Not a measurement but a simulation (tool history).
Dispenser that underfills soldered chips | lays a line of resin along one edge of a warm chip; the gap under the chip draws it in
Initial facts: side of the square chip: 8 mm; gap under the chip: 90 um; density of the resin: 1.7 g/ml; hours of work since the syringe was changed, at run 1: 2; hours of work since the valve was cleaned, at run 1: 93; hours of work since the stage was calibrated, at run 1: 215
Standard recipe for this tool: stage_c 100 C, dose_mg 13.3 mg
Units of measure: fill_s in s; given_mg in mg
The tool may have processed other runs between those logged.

| run | hour | stage_c | dose_mg | hours of work since the syringe was changed | hours of work since the valve was cleaned | hours of work since the stage was calibrated | fill_s | given_mg |
|---|---|---|---|---|---|---|---|---|
| 1 | 0.0 | 100 | 13.3 | 2 | 93 | 215 | 51.5 | 12.75 |
| 2 | 6.1 | 93 | 13.3 | 7 | 98 | 220 | 89.4 | 12.52 |
|  | 10.7 | new syringe of resin |
| 3 | 14.5 | 100 | 13.3 | 3 | 105 | 226 | 57.5 | 12.64 |
| 4 | 22.3 | 100 | 13.3 | 9 | 111 | 233 | 91.7 | 12.68 |
|  | 24.1 | new syringe of resin |
| 5 | 28.0 | 100 | 13.3 | 3 | 115 | 237 | 57.3 | 12.61 |
| 6 | 32.8 | 100 | 14.7 | 7 | 119 | 241 | 74.6 | 13.86 |
|  | 37.0 | new syringe of resin |
| 7 | 37.0 | 94 | 13.3 | 0 | 122 | 244 | 54.3 | 12.42 |
| 8 | 42.8 | 94 | 13.3 | 5 | 127 | 249 | 75.5 | 12.43 |
|  | 50.4 | new syringe of resin |
| 9 | 51.5 | 94 | 13.3 | 1 | 134 | 255 | 58.3 | 12.37 |
| 10 | 57.1 | 100 | 13.3 | 5 | 138 | 260 | 67.5 | 12.25 |
|  | 63.2 | new syringe of resin |
| 11 | 66.6 | 100 | 13.3 | 3 | 145 | 267 | 57.5 | 12.23 |
|  | 69.0 | dispensing valve cleaned and set on the balance |
| 12 | 72.8 | 100 | 13.7 | 7 | 3 | 271 | 74.6 | 13.69 |
|  | 77.3 | new syringe of resin |
| 13 | 81.2 | 112 | 13.3 | 3 | 10 | 278 | 43.3 | 13.26 |
| 14 | 88.6 | 112 | 13.3 | 9 | 15 | 284 | 67.6 | 13.24 |
|  | 90.3 | new syringe of resin |
| 15 | 98.2 | 100 | 13.3 | 6 | 23 | 291 | 72.7 | 13.17 |
| 16 | 102.4 | 100 | 13.3 | 10 | 26 | 294 | 93.6 | 13.14 |
|  | 103.2 | new syringe of resin |
| 17 | 108.0 | 100 | 13.3 | 4 | 30 | 299 | 60.6 | 13.16 |
|  | 116.4 | new syringe of resin |
| 18 | 116.7 | 97 | 13.3 | 0 | 37 | 305 | 50.6 | 13.19 |
| 19 | 124.4 | 94 | 14.3 | 6 | 43 | 312 | 87.0 | 13.91 |
|  | 129.7 | new syringe of resin |
| 20 | 131.4 | 103 | 16.5 | 1 | 49 | 317 | 46.2 | 16.11 |
| 21 | 136.5 | 100 | 15.7 | 5 | 53 | 321 | 66.3 | 15.19 |
| 22 | 141.2 | 93 | 12.6 | 9 | 57 | 325 | 112.9 | 12.12 |
|  | 142.9 | new syringe of resin |
| 23 | 147.3 | 90 | 14.5 | 4 | 61 | 329 | 76.7 | 13.99 |
|  | 155.7 | new syringe of resin |
| 24 | 155.7 | 90 | 14.5 | 0 | 68 | 336 | 58.7 | 13.90 |
| 25 | 162.0 | 106 | 13.3 | 5 | 73 | 341 | 56.6 | 12.90 |
|  | 168.5 | new syringe of resin |
| 26 | 171.6 | 106 | 13.3 | 2 | 80 | 348 | 46.2 | 12.74 |
| 27 | 177.4 | 103 | 15.6 | 7 | 85 | 353 | 69.4 | 14.91 |
|  | 181.8 | new syringe of resin |
| 28 | 183.8 | 104 | 14.2 | 2 | 90 | 358 | 46.9 | 13.62 |
| 29 | 189.1 | 111 | 12.5 | 6 | 94 | 362 | 56.1 | 11.99 |
| 30 | 194.0 | 101 | 15.9 | 10 | 98 | 366 | 90.1 | 15.05 |
|  | 194.7 | new syringe of resin |
| 31 | 199.0 | 99 | 15.8 | 3 | 101 | 370 | 60.9 | 14.92 |
| 32 | 204.5 | 99 | 15.8 | 8 | 106 | 374 | 81.3 | 14.95 |
|  | 207.9 | new syringe of resin |
| 33 | 209.2 | 100 | 13.7 | 1 | 109 | 378 | 50.3 | 12.92 |

Predict each of these 4 candidate next runs independently; none follows another, all start after run 33:
| A | 215.5 | 94 | 13.4 | 6 | 114 | 383 | ? | ? |
| B | 215.5 | 100 | 14.5 | 6 | 114 | 383 | ? | ? |
| C | 215.5 | 100 | 14.2 | 6 | 114 | 383 | ? | ? |
| D | 215.5 | 94 | 13.7 | 6 | 114 | 383 | ? | ? |

| run | fill_s | given_mg |
|---|---|---|
| A | 87.1 | 12.60 |
| B | 73.6 | 13.52 |
| C | 74.7 | 13.24 |
| D | 87.2 | 13.00 |
Without the tool's hidden state the same runs would have given:
| run | fill_s | given_mg |
|---|---|---|
| A | 50.4 | 13.39 |
| B | 42.9 | 14.38 |
| C | 43.7 | 14.08 |
| D | 50.6 | 13.82 |

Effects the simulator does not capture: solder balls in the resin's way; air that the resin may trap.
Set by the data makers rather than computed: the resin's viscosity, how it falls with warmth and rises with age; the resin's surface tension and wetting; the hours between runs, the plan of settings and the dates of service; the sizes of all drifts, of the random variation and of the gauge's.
